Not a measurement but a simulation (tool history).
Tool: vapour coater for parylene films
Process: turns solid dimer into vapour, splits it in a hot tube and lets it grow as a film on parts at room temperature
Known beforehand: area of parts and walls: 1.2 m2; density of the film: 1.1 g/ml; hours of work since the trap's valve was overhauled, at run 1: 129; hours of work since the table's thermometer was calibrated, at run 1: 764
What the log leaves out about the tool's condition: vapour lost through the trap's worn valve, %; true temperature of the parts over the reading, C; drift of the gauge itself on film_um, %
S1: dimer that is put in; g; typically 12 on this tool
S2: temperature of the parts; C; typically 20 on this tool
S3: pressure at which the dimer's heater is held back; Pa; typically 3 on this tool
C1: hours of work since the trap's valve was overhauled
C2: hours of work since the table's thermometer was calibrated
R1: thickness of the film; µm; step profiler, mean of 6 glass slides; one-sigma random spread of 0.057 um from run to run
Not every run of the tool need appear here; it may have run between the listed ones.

Run 1, day 0: usual settings; C1 129; C2 764. Result: R1 6.17 µm.
Run 2, day 2.596: usual settings; C1 163; C2 798. Result: R1 6.19 µm.
Run 3, day 5.967: usual settings; C1 207; C2 842. Result: R1 6.02 µm.
Run 4, day 8.612: usual settings; C1 242; C2 877. Result: R1 6.01 µm.
Run 5, day 11.446: usual settings; C1 279; C2 914. Result: R1 5.9 µm.
At day 12.171: trap's valve overhauled.
Run 6, day 13.375: usual settings; C1 16; C2 937. Result: R1 6.49 µm.
Run 7, day 16.512: usual settings; C1 57; C2 978. Result: R1 6.24 µm.
Run 8, day 18.283: usual settings; C1 80; C2 1001. Result: R1 6.32 µm.
Run 9, day 20.967: usual settings; C1 115; C2 1036. Result: R1 6.23 µm.
Run 10, day 23.546: usual settings but S2 15 C; C1 149; C2 1070. Result: R1 7.51 µm.
Run 11, day 26.25: usual settings but S2 15 C; C1 184; C2 1105. Result: R1 7.44 µm.
Run 12, day 29.571: usual settings but S2 15 C; C1 228; C2 1149. Result: R1 7.44 µm.
Run 13, day 31.192: usual settings but S2 15 C; C1 249; C2 1170. Result: R1 7.17 µm.
Run 14, day 33.571: usual settings but S2 15 C; C1 280; C2 1201. Result: R1 7.13 µm.
At day 34.296: trap's valve overhauled.
Run 15, day 36.35: usual settings but S2 15 C; C1 27; C2 1235. Result: R1 7.77 µm.
Run 16, day 38.033: usual settings but S2 15 C; C1 49; C2 1258. Result: R1 7.77 µm.
Run 17, day 40.175: usual settings but S2 15 C; C1 77; C2 1286. Result: R1 7.86 µm.
Run 18, day 43.554: usual settings but S2 15 C, S3 4.51 Pa; C1 121; C2 1330. Result: R1 6.95 µm.
Run 19, day 44.988: usual settings; C1 140; C2 1349. Result: R1 6 µm.
Run 20, day 46.992: usual settings; C1 166; C2 1375. Result: R1 6.14 µm.
Run 21, day 49.833: usual settings; C1 203; C2 1412. Result: R1 6.01 µm.
Run 22, day 51.871: usual settings; C1 230; C2 1439. Result: R1 5.81 µm.
Run 23, day 53.483: usual settings but S3 5.12 Pa; C1 251; C2 1460. Result: R1 5.31 µm.
Run 24, day 55.058: usual settings but S2 31 C, S3 6.98 Pa; C1 272; C2 1480. Result: R1 3.13 µm.
At day 56.362: trap's valve overhauled.
Run 25, day 57.358: usual settings but S1 7 g, S3 5.81 Pa; C1 13; C2 1508. Result: R1 3.26 µm.
Run 26, day 60.488: usual settings but S1 16 g, S2 28 C, S3 5.81 Pa; C1 54; C2 1549. Result: R1 5.23 µm.
Run 27, day 63.367: usual settings but S1 16 g, S2 28 C, S3 5.81 Pa; C1 92; C2 1587. Result: R1 5.1 µm.
Run 28, day 66.625: usual settings but S1 11 g, S2 17 C, S3 5.81 Pa; C1 134; C2 1630. Result: R1 5.58 µm.
Run 29, day 69.512: usual settings but S1 11 g, S2 17 C, S3 5.81 Pa; C1 172; C2 1668. Result: R1 5.46 µm.
Run 30, day 71.417: usual settings but S1 11 g, S2 22 C, S3 2.8 Pa; C1 197; C2 1692. Result: R1 5.17 µm.
Run 31, day 74.45: usual settings but S1 11 g, S2 22 C, S3 2.8 Pa; C1 237; C2 1732. Result: R1 5.03 µm.
Run 32, day 77.867: usual settings but S1 11 g, S2 22 C, S3 2.8 Pa; C1 282; C2 1777. Result: R1 4.9 µm.
At day 78.442: trap's valve overhauled.
Run 33, day 80.721: usual settings but S1 17 g, S2 12 C, S3 2.8 Pa; C1 30; C2 1812. Result: R1 12.37 µm.
Run 34, day 82.812: usual settings but S1 11 g, S2 13 C, S3 7.28 Pa; C1 57; C2 1839. Result: R1 6.37 µm.
Run 35, day 84.429: usual settings but S1 10 g, S2 13 C, S3 4.81 Pa; C1 78; C2 1861. Result: R1 6.22 µm.
Run 36, day 86.175: usual settings but S1 5 g, S2 18 C, S3 5.38 Pa; C1 101; C2 1884. Result: R1 2.41 µm.
Run 37, day 88: usual settings but S1 16 g, S2 14 C, S3 8.89 Pa; C1 125; C2 1907. Result: R1 8.37 µm.
Run 38, day 89.425: usual settings but S1 16 g, S2 14 C, S3 8.52 Pa; C1 144; C2 1926. Result: R1 8.28 µm.
Run 39, day 92.025: usual settings but S1 16 g, S2 14 C, S3 8.52 Pa; C1 178; C2 1960. Result: R1 8.12 µm.
Run 40, day 94.475: usual settings but S1 6 g, S2 23 C, S3 7.53 Pa; C1 210; C2 1992. Result: R1 2.15 µm.
Run 41, day 97.142: usual settings but S1 10 g, S2 32 C; C1 245; C2 2027. Result: R1 2.92 µm.
Run 42, day 99.45: usual settings but S1 10 g, S2 32 C; C1 275; C2 2057. Result: R1 2.91 µm.
At day 100.433: trap's valve overhauled.
Run 43, day 102.912: usual settings but S1 10 g, S2 14 C; C1 32; C2 2100. Result: R1 6.67 µm.
Run 44, day 104.65: usual settings but S1 10 g, S2 14 C; C1 55; C2 2123. Result: R1 6.54 µm.
Run 45, day 107.279: usual settings but S1 8 g, S2 14 C, S3 3.1 Pa; C1 90; C2 2158. Result: R1 5.19 µm.
At day 108.696: table's thermometer calibrated.
Run 46, day 109.6: usual settings but S2 28 C, S3 3.52 Pa; C1 119; C2 12. Result: R1 4.46 µm.

Forecast each of these 5 alternatives for the next run:
Run A, day 112.883: usual settings but S1 7 g, S2 28 C, S3 5.21 Pa; C1 162; C2 55. Result: R1 ?.
Run B, day 112.883: usual settings but S1 8 g, S2 18 C, S3 3.62 Pa; C1 162; C2 55. Result: R1 ?.
Run C, day 112.883: usual settings but S2 28 C, S3 2.12 Pa; C1 162; C2 55. Result: R1 ?.
Run D, day 112.883: usual settings but S1 16 g, S2 26 C, S3 8.19 Pa; C1 162; C2 55. Result: R1 ?.
Run E, day 112.883: usual settings but S1 6 g, S2 13 C, S3 3.52 Pa; C1 162; C2 55. Result: R1 ?.

run    R1
  A  2.35
  B  4.39
  C  4.83
  D  5.29
  E  4.07
With no hidden state in the tool, these same runs would have given:
run    R1
  A  2.49
  B  4.65
  C  5.11
  D   5.6
  E  4.31
